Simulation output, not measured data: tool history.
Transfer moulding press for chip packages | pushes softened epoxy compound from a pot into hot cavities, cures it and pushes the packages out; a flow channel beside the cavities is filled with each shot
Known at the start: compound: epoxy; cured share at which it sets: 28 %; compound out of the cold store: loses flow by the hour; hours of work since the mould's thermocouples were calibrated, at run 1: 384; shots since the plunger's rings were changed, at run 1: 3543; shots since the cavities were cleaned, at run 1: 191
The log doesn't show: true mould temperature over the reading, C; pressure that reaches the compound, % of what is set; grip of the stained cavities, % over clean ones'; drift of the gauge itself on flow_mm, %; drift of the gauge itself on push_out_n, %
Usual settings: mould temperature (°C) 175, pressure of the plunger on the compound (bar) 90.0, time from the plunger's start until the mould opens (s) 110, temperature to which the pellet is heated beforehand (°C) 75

| run | day | mould temperature (°C) | pressure of the plunger on the compound (bar) | time from the plunger's start until the mould opens (s) | temperature to which the pellet is heated beforehand (°C) | hours of work since the mould's thermocouples were calibrated | shots since the plunger's rings were changed | shots since the cavities were cleaned | incoming compound's hours out of the cold store | length that the compound runs in the flow channel (mm) | greatest force on the pins that push the packages out (N) |
|---|---|---|---|---|---|---|---|---|---|---|---|
| 1 | 0.000 | 175 | 90.0 | 110 | 75 | 384 | 3543 | 191 | 42.0 | 494 | 460 |
| 2 | 0.921 | 175 | 90.0 | 110 | 75 | 395 | 3742 | 390 | 44.7 | 490 | 452 |
|  | 1.275 | plunger's sealing rings changed |
| 3 | 1.725 | 175 | 90.0 | 95 | 75 | 403 | 98 | 542 | 32.0 | 531 | 505 |
| 4 | 2.654 | 175 | 72.4 | 110 | 75 | 414 | 298 | 742 | 34.1 | 474 | 461 |
|  | 3.033 | cavities cleaned with cleaning compound and waxed |
| 5 | 3.704 | 175 | 72.4 | 110 | 75 | 426 | 512 | 145 | 34.9 | 467 | 455 |
| 6 | 4.842 | 175 | 72.4 | 110 | 75 | 440 | 758 | 391 | 30.4 | 483 | 462 |
| 7 | 6.233 | 175 | 72.4 | 110 | 75 | 457 | 1059 | 692 | 29.1 | 484 | 467 |
|  | 6.846 | cavities cleaned with cleaning compound and waxed |
| 8 | 7.096 | 175 | 72.4 | 114 | 75 | 466 | 1232 | 54 | 18.8 | 523 | 440 |
| 9 | 8.417 | 175 | 90.0 | 110 | 75 | 482 | 1518 | 340 | 11.1 | 610 | 479 |
| 10 | 9.125 | 175 | 90.0 | 110 | 75 | 491 | 1671 | 493 | 35.4 | 520 | 476 |
| 11 | 9.896 | 175 | 69.7 | 110 | 75 | 500 | 1838 | 660 | 18.3 | 510 | 476 |
|  | 10.629 | cavities cleaned with cleaning compound and waxed |
| 12 | 10.992 | 175 | 69.7 | 110 | 75 | 513 | 2062 | 79 | 24.4 | 494 | 467 |
| 13 | 11.704 | 175 | 69.7 | 110 | 75 | 521 | 2215 | 232 | 27.6 | 480 | 489 |
| 14 | 12.812 | 175 | 90.0 | 101 | 75 | 534 | 2455 | 472 | 46.9 | 473 | 488 |
| 15 | 13.850 | 175 | 90.0 | 92 | 75 | 547 | 2679 | 696 | 43.9 | 490 | 529 |
|  | 14.362 | cavities cleaned with cleaning compound and waxed |
| 16 | 14.958 | 175 | 74.1 | 92 | 77 | 559 | 2905 | 128 | 23.9 | 505 | 541 |
| 17 | 15.712 | 175 | 74.1 | 92 | 77 | 569 | 3069 | 292 | 28.1 | 490 | 525 |
| 18 | 16.650 | 175 | 95.6 | 110 | 66 | 580 | 3272 | 495 | 35.9 | 536 | 468 |
| 19 | 17.825 | 179 | 81.2 | 110 | 69 | 594 | 3526 | 749 | 24.7 | 519 | 468 |
|  | 18.100 | cavities cleaned with cleaning compound and waxed |
| 20 | 18.996 | 168 | 90.0 | 146 | 69 | 607 | 3766 | 194 | 38.6 | 528 | 462 |
|  | 19.188 | plunger's sealing rings changed |
| 21 | 20.458 | 168 | 90.0 | 146 | 69 | 624 | 275 | 488 | 30.1 | 559 | 473 |

The next listed run, before its measurement:
| 22 | 21.800 | 168 | 90.0 | 146 | 69 | 640 | 565 | 778 | 11.7 | ? | ? |

Run 22 gave length that the compound runs in the flow channel (mm) 641, greatest force on the pins that push the packages out (N) 460.
Without the tool's hidden state the same run would have given length that the compound runs in the flow channel (mm) 641, greatest force on the pins that push the packages out (N) 452.
